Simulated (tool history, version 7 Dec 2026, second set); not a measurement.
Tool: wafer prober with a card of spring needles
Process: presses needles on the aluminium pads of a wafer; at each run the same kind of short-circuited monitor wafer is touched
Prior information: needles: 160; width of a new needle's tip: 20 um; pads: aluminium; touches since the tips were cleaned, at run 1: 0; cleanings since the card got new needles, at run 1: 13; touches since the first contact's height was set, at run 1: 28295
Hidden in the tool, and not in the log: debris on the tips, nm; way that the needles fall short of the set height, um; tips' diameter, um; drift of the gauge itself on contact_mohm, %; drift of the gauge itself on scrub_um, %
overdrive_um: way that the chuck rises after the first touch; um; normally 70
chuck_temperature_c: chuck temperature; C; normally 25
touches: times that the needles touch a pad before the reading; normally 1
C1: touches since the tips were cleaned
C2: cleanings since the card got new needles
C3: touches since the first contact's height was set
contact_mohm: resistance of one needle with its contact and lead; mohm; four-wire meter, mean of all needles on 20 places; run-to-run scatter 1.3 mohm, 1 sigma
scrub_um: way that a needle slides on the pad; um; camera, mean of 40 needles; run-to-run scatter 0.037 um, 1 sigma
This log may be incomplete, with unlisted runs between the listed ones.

run 1 hour=0 | overdrive_um=70 chuck_temperature_c=25 touches=1 | C1=0 C2=13 C3=28295 | contact_mohm=148 scrub_um=14.5
-- hour=3.3 tips cleaned on abrasive film
-- hour=7.4 tips cleaned on abrasive film
-- hour=10.8 tips cleaned on abrasive film
-- hour=14.9 tips cleaned on abrasive film
-- hour=18.2 tips cleaned on abrasive film
-- hour=22.3 tips cleaned on abrasive film
-- hour=25.6 tips cleaned on abrasive film
-- hour=29.8 tips cleaned on abrasive film
run 2 hour=31.9 | overdrive_um=70 chuck_temperature_c=25 touches=1 | C1=1263 C2=21 C3=46867 | contact_mohm=151 scrub_um=14.44
-- hour=33.6 tips cleaned on abrasive film
-- hour=36.9 tips cleaned on abrasive film
-- hour=40.2 tips cleaned on abrasive film
-- hour=44.3 tips cleaned on abrasive film
-- hour=47.7 tips cleaned on abrasive film
-- hour=51.8 tips cleaned on abrasive film
-- hour=55.9 tips cleaned on abrasive film
run 3 hour=57.3 | overdrive_um=70 chuck_temperature_c=25 touches=2 | C1=810 C2=28 C3=61615 | contact_mohm=148 scrub_um=14.33
-- hour=59.8 tips cleaned on abrasive film
-- hour=63.1 tips cleaned on abrasive film
-- hour=66.4 tips cleaned on abrasive film
-- hour=70.5 tips cleaned on abrasive film
-- hour=74.6 tips cleaned on abrasive film
-- hour=78 tips cleaned on abrasive film
-- hour=82.1 tips cleaned on abrasive film
-- hour=86.2 tips cleaned on abrasive film
-- hour=90.3 tips cleaned on abrasive film
run 4 hour=90.3 | overdrive_um=70 chuck_temperature_c=25 touches=2 | C1=0 C2=37 C3=80837 | contact_mohm=146 scrub_um=14.28
-- hour=94.4 tips cleaned on abrasive film
-- hour=98.6 tips cleaned on abrasive film
-- hour=101.9 tips cleaned on abrasive film
-- hour=105.2 tips cleaned on abrasive film
-- hour=108.6 tips cleaned on abrasive film
run 5 hour=108.6 | overdrive_um=70 chuck_temperature_c=25 touches=2 | C1=0 C2=42 C3=91493 | contact_mohm=149 scrub_um=14.18
-- hour=111.4 height of the first contact set anew
-- hour=113.1 tips cleaned on abrasive film
-- hour=117.2 tips cleaned on abrasive film
-- hour=121.3 tips cleaned on abrasive film
-- hour=125.4 tips cleaned on abrasive film
run 6 hour=126.8 | overdrive_um=70 chuck_temperature_c=25 touches=1 | C1=850 C2=46 C3=9021 | contact_mohm=150 scrub_um=14.04
-- hour=129.4 tips cleaned on abrasive film
-- hour=133.5 tips cleaned on abrasive film
-- hour=136.8 tips cleaned on abrasive film
-- hour=140.9 tips cleaned on abrasive film
run 7 hour=142 | overdrive_um=70 chuck_temperature_c=25 touches=1 | C1=619 C2=50 C3=17810 | contact_mohm=151 scrub_um=14.03
-- hour=144.5 tips cleaned on abrasive film
-- hour=147.8 tips cleaned on abrasive film
-- hour=151.9 tips cleaned on abrasive film
-- hour=155.2 tips cleaned on abrasive film
-- hour=158.5 tips cleaned on abrasive film
-- hour=162.7 tips cleaned on abrasive film
-- hour=166 tips cleaned on abrasive film
-- hour=170.1 tips cleaned on abrasive film
run 8 hour=170.5 | overdrive_um=70 chuck_temperature_c=25 touches=2 | C1=254 C2=58 C3=34406 | contact_mohm=149 scrub_um=13.93
-- hour=173.8 tips cleaned on abrasive film
-- hour=178 tips cleaned on abrasive film
-- hour=182.1 tips cleaned on abrasive film
-- hour=185.4 tips cleaned on abrasive film
-- hour=189.5 tips cleaned on abrasive film
-- hour=193.6 tips cleaned on abrasive film
-- hour=197 tips cleaned on abrasive film
run 9 hour=199.7 | overdrive_um=70 chuck_temperature_c=25 touches=2 | C1=1650 C2=65 C3=51435 | contact_mohm=154 scrub_um=13.83
-- hour=200.6 tips cleaned on abrasive film
-- hour=203.9 tips cleaned on abrasive film
-- hour=208.1 tips cleaned on abrasive film
-- hour=212.2 tips cleaned on abrasive film
-- hour=216.3 tips cleaned on abrasive film
-- hour=220.4 tips cleaned on abrasive film
run 10 hour=221.6 | overdrive_um=70 chuck_temperature_c=25 touches=2 | C1=720 C2=71 C3=64171 | contact_mohm=153 scrub_um=13.69
-- hour=224.1 tips cleaned on abrasive film
-- hour=227.5 tips cleaned on abrasive film
-- hour=231.6 tips cleaned on abrasive film
-- hour=234.9 tips cleaned on abrasive film
run 11 hour=236.6 | overdrive_um=70 chuck_temperature_c=25 touches=2 | C1=1050 C2=75 C3=72911 | contact_mohm=151 scrub_um=13.67
-- hour=238.4 tips cleaned on abrasive film
-- hour=242.5 tips cleaned on abrasive film
-- hour=244.4 height of the first contact set anew, once more
-- hour=246.9 tips cleaned on abrasive film
-- hour=250.2 tips cleaned on abrasive film
-- hour=254.3 tips cleaned on abrasive film
-- hour=257.7 tips cleaned on abrasive film
-- hour=261 tips cleaned on abrasive film
run 12 hour=262 | overdrive_um=70 chuck_temperature_c=25 touches=2 | C1=605 C2=82 C3=10218 | contact_mohm=149 scrub_um=14.66
-- hour=264.5 tips cleaned on abrasive film
-- hour=268.6 tips cleaned on abrasive film
-- hour=271.9 tips cleaned on abrasive film
-- hour=275.3 tips cleaned on abrasive film
run 13 hour=278.2 | overdrive_um=70 chuck_temperature_c=25 touches=2 | C1=1759 C2=86 C3=19669 | contact_mohm=155 scrub_um=14.64
-- hour=279.1 tips cleaned on abrasive film
-- hour=282.4 tips cleaned on abrasive film
-- hour=286.5 tips cleaned on abrasive film
-- hour=289.9 tips cleaned on abrasive film
-- hour=294 tips cleaned on abrasive film
-- hour=298.1 tips cleaned on abrasive film
-- hour=302.2 tips cleaned on abrasive film
-- hour=305.5 tips cleaned on abrasive film
-- hour=309.7 tips cleaned on abrasive film
run 14 hour=312.6 | overdrive_um=70 chuck_temperature_c=25 touches=2 | C1=1746 C2=95 C3=39678 | contact_mohm=153 scrub_um=14.62
-- hour=313.5 tips cleaned on abrasive film
-- hour=317.6 tips cleaned on abrasive film
-- hour=320.9 tips cleaned on abrasive film
-- hour=325 tips cleaned on abrasive film
-- hour=329.2 tips cleaned on abrasive film
-- hour=333.3 tips cleaned on abrasive film
-- hour=337.4 tips cleaned on abrasive film
-- hour=341.5 tips cleaned on abrasive film
-- hour=344.8 tips cleaned on abrasive film
run 15 hour=346.6 | overdrive_um=63 chuck_temperature_c=25 touches=1 | C1=1082 C2=104 C3=59504 | contact_mohm=156 scrub_um=12.96
-- hour=348.4 tips cleaned on abrasive film
-- hour=351.7 tips cleaned on abrasive film
-- hour=355 tips cleaned on abrasive film
-- hour=359.1 tips cleaned on abrasive film
run 16 hour=361.5 | overdrive_um=79 chuck_temperature_c=25 touches=1 | C1=1447 C2=108 C3=68160 | contact_mohm=151 scrub_um=16.26
-- hour=363.1 tips cleaned on abrasive film
-- hour=366.4 tips cleaned on abrasive film
-- hour=370.6 tips cleaned on abrasive film
-- hour=374.7 tips cleaned on abrasive film
-- hour=378.8 tips cleaned on abrasive film
-- hour=382.1 tips cleaned on abrasive film
-- hour=386.2 tips cleaned on abrasive film
run 17 hour=388.4 | overdrive_um=79 chuck_temperature_c=25 touches=1 | C1=1303 C2=115 C3=83805 | contact_mohm=151 scrub_um=16.16
-- hour=390.1 tips cleaned on abrasive film
-- hour=394.2 tips cleaned on abrasive film
-- hour=398.4 tips cleaned on abrasive film
-- hour=401.7 tips cleaned on abrasive film
-- hour=404.4 height of the first contact set anew
-- hour=406.1 tips cleaned on abrasive film
-- hour=410.2 tips cleaned on abrasive film
-- hour=414.3 tips cleaned on abrasive film
-- hour=418.5 tips cleaned on abrasive film
run 18 hour=418.6 | overdrive_um=54 chuck_temperature_c=26 touches=1 | C1=112 C2=123 C3=8283 | contact_mohm=155 scrub_um=11.41
-- hour=422 tips cleaned on abrasive film
-- hour=426.1 tips cleaned on abrasive film
-- hour=430.2 tips cleaned on abrasive film
-- hour=434.3 tips cleaned on abrasive film
-- hour=438.4 tips cleaned on abrasive film
-- hour=441.8 tips cleaned on abrasive film
-- hour=445.9 tips cleaned on abrasive film
-- hour=449.2 tips cleaned on abrasive film
run 19 hour=449.8 | overdrive_um=54 chuck_temperature_c=26 touches=1 | C1=347 C2=131 C3=26413 | contact_mohm=157 scrub_um=11.27
-- hour=453.1 tips cleaned on abrasive film
-- hour=457.2 tips cleaned on abrasive film
-- hour=460.5 tips cleaned on abrasive film
-- hour=464.7 tips cleaned on abrasive film
-- hour=468 tips cleaned on abrasive film
-- hour=472.1 tips cleaned on abrasive film
-- hour=476.2 tips cleaned on abrasive film
-- hour=480.3 tips cleaned on abrasive film
-- hour=484.5 tips cleaned on abrasive film
run 20 hour=484.7 | overdrive_um=81 chuck_temperature_c=119 touches=2 | C1=142 C2=140 C3=46741 | contact_mohm=162 scrub_um=16.86
-- hour=488 tips cleaned on abrasive film
-- hour=491.3 tips cleaned on abrasive film
-- hour=495.5 tips cleaned on abrasive film
-- hour=499.6 tips cleaned on abrasive film
-- hour=503.7 tips cleaned on abrasive film
-- hour=507 tips cleaned on abrasive film
run 21 hour=508.6 | overdrive_um=59 chuck_temperature_c=25 touches=1 | C1=972 C2=146 C3=60691 | contact_mohm=159 scrub_um=12.14

Measured less the same run without the tool's hidden state. The same run-to-run variation is in both; the gauge's scatter may not be:
run=1 contact_mohm=+0 scrub_um=-0.18
run=2 contact_mohm=+5 scrub_um=-0.29
run=3 contact_mohm=+3 scrub_um=-0.39
run=4 contact_mohm=+1 scrub_um=-0.5
run=5 contact_mohm=+1 scrub_um=-0.57
run=6 contact_mohm=+5 scrub_um=-0.71
run=7 contact_mohm=+4 scrub_um=-0.76
run=8 contact_mohm=+2 scrub_um=-0.87
run=9 contact_mohm=+5 scrub_um=-0.96
run=10 contact_mohm=+4 scrub_um=-1.04
run=11 contact_mohm=+4 scrub_um=-1.09
run=12 contact_mohm=+3 scrub_um=-0.08
run=13 contact_mohm=+5 scrub_um=-0.12
run=14 contact_mohm=+6 scrub_um=-0.24
run=15 contact_mohm=+8 scrub_um=-0.36
run=16 contact_mohm=+6 scrub_um=-0.42
run=17 contact_mohm=+6 scrub_um=-0.52
run=18 contact_mohm=+4 scrub_um=-0.05
run=19 contact_mohm=+6 scrub_um=-0.16
run=20 contact_mohm=+2 scrub_um=-0.29
run=21 contact_mohm=+9 scrub_um=-0.35
